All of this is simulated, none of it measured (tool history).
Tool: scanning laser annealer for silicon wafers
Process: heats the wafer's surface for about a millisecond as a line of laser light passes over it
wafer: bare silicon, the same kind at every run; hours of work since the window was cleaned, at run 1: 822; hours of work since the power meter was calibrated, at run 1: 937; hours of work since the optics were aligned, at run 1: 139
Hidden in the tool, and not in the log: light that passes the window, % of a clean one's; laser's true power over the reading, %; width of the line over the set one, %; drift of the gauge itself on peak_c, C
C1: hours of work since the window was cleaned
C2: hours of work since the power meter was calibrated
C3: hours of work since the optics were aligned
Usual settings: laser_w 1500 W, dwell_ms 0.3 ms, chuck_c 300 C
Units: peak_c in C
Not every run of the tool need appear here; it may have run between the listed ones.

Run 1, hour 0: usual settings; C1 822; C2 937; C3 139. Result: peak_c 1138 C.
Run 2, hour 44.8: usual settings but laser_w 1605 W; C1 848; C2 964; C3 166. Result: peak_c 1215 C.
Run 3, hour 84: usual settings but laser_w 1605 W; C1 872; C2 987; C3 190. Result: peak_c 1216 C.
Run 4, hour 120.7: usual settings but laser_w 1605 W; C1 894; C2 1009; C3 211. Result: peak_c 1213 C.
Run 5, hour 159.4: usual settings but laser_w 1605 W; C1 917; C2 1032; C3 235. Result: peak_c 1216 C.
Run 6, hour 204.7: usual settings but laser_w 1351 W; C1 944; C2 1059; C3 261. Result: peak_c 1026 C.
Run 7, hour 240.6: usual settings but laser_w 1351 W; C1 965; C2 1081; C3 283. Result: peak_c 1029 C.
At hour 262: window over the wafer cleaned.
Run 8, hour 283.1: usual settings; C1 13; C2 1105; C3 307. Result: peak_c 1136 C.
Run 9, hour 312.5: usual settings but chuck_c 299 C; C1 30; C2 1122; C3 325. Result: peak_c 1135 C.
Run 10, hour 334.8: usual settings but dwell_ms 0.301 ms; C1 43; C2 1136; C3 338. Result: peak_c 1137 C.
Run 11, hour 362.9: usual settings but laser_w 1291 W; C1 60; C2 1152; C3 355. Result: peak_c 983 C.
Run 12, hour 398.2: usual settings; C1 81; C2 1173; C3 376. Result: peak_c 1139 C.
Run 13, hour 417.4: usual settings but chuck_c 319 C; C1 93; C2 1185; C3 387. Result: peak_c 1153 C.
Run 14, hour 460.6: usual settings but chuck_c 319 C; C1 118; C2 1211; C3 413. Result: peak_c 1155 C.
Run 15, hour 490: usual settings but chuck_c 319 C; C1 136; C2 1228; C3 430. Result: peak_c 1154 C.
Run 16, hour 524.7: usual settings but chuck_c 319 C; C1 157; C2 1249; C3 451. Result: peak_c 1156 C.
Run 17, hour 560: usual settings but chuck_c 319 C; C1 178; C2 1270; C3 472. Result: peak_c 1154 C.
Run 18, hour 598.3: usual settings but dwell_ms 0.317 ms; C1 200; C2 1293; C3 495. Result: peak_c 1164 C.
Run 19, hour 635.5: usual settings but dwell_ms 0.317 ms; C1 223; C2 1315; C3 517. Result: peak_c 1156 C.
Run 20, hour 666.8: usual settings but chuck_c 330 C; C1 241; C2 1333; C3 536. Result: peak_c 1167 C.
Run 21, hour 688.5: usual settings but chuck_c 330 C; C1 254; C2 1346; C3 549. Result: peak_c 1167 C.
Run 22, hour 713.6: usual settings but dwell_ms 0.342 ms, chuck_c 269 C; C1 269; C2 1361; C3 564. Result: peak_c 1157 C.
Run 23, hour 732.9: usual settings but dwell_ms 0.342 ms, chuck_c 269 C; C1 281; C2 1373; C3 575. Result: peak_c 1157 C.
Run 24, hour 761.9: usual settings but laser_w 1611 W, dwell_ms 0.342 ms, chuck_c 260 C; C1 298; C2 1390; C3 592. Result: peak_c 1241 C.
Run 25, hour 797.5: usual settings but laser_w 1319 W, dwell_ms 0.214 ms; C1 319; C2 1411; C3 614. Result: peak_c 904 C.
Run 26, hour 839: usual settings but laser_w 1457 W, chuck_c 292 C; C1 344; C2 1436; C3 638. Result: peak_c 1099 C.
Run 27, hour 882.1: usual settings but laser_w 1457 W, chuck_c 292 C; C1 370; C2 1462; C3 664. Result: peak_c 1097 C.
Run 28, hour 910.5: usual settings but laser_w 1457 W, chuck_c 292 C; C1 386; C2 1479; C3 681. Result: peak_c 1096 C.
Run 29, hour 931.5: usual settings but laser_w 1457 W, chuck_c 292 C; C1 399; C2 1491; C3 693. Result: peak_c 1099 C.
Run 30, hour 968.7: usual settings but laser_w 1643 W; C1 421; C2 1513; C3 716. Result: peak_c 1248 C.
Run 31, hour 1000.7: usual settings but laser_w 1352 W, dwell_ms 0.369 ms, chuck_c 287 C; C1 440; C2 1532; C3 735. Result: peak_c 1088 C.
Run 32, hour 1024.7: usual settings but laser_w 1352 W, dwell_ms 0.369 ms, chuck_c 287 C; C1 454; C2 1547; C3 749. Result: peak_c 1086 C.
Run 33, hour 1054.7: usual settings but laser_w 1455 W, chuck_c 276 C; C1 472; C2 1565; C3 767. Result: peak_c 1079 C.
Run 34, hour 1077.4: usual settings but dwell_ms 0.231 ms; C1 486; C2 1578; C3 780. Result: peak_c 1042 C.
Run 35, hour 1117.4: usual settings but dwell_ms 0.231 ms; C1 510; C2 1602; C3 804. Result: peak_c 1038 C.
Run 36, hour 1145.3: usual settings but dwell_ms 0.231 ms; C1 526; C2 1619; C3 821. Result: peak_c 1038 C.
Run 37, hour 1164.7: usual settings but dwell_ms 0.377 ms; C1 538; C2 1630; C3 832. Result: peak_c 1232 C.
Run 38, hour 1197.9: usual settings but dwell_ms 0.377 ms; C1 558; C2 1650; C3 852. Result: peak_c 1233 C.
Run 39, hour 1228.3: usual settings but chuck_c 281 C; C1 576; C2 1668; C3 870. Result: peak_c 1118 C.
Run 40, hour 1257.5: usual settings but laser_w 1618 W; C1 593; C2 1685; C3 888. Result: peak_c 1228 C.
Run 41, hour 1286: usual settings but laser_w 1490 W, dwell_ms 0.244 ms, chuck_c 327 C; C1 610; C2 1702; C3 905. Result: peak_c 1079 C.

Alternative continuations, all from the tool just after run 41; predict every row:
Run A, hour 1320.5: usual settings but laser_w 1490 W, dwell_ms 0.272 ms, chuck_c 326 C; C1 631; C2 1723; C3 925. Result: peak_c ?.
Run B, hour 1320.5: usual settings but dwell_ms 0.231 ms; C1 631; C2 1723; C3 925. Result: peak_c ?.
Run C, hour 1320.5: usual settings but chuck_c 321 C; C1 631; C2 1723; C3 925. Result: peak_c ?.

run  peak_c
  A    1115
  B    1037
  C    1155
What these runs would have given with no unlogged condition in the tool:
run  peak_c
  A    1116
  B    1038
  C    1155
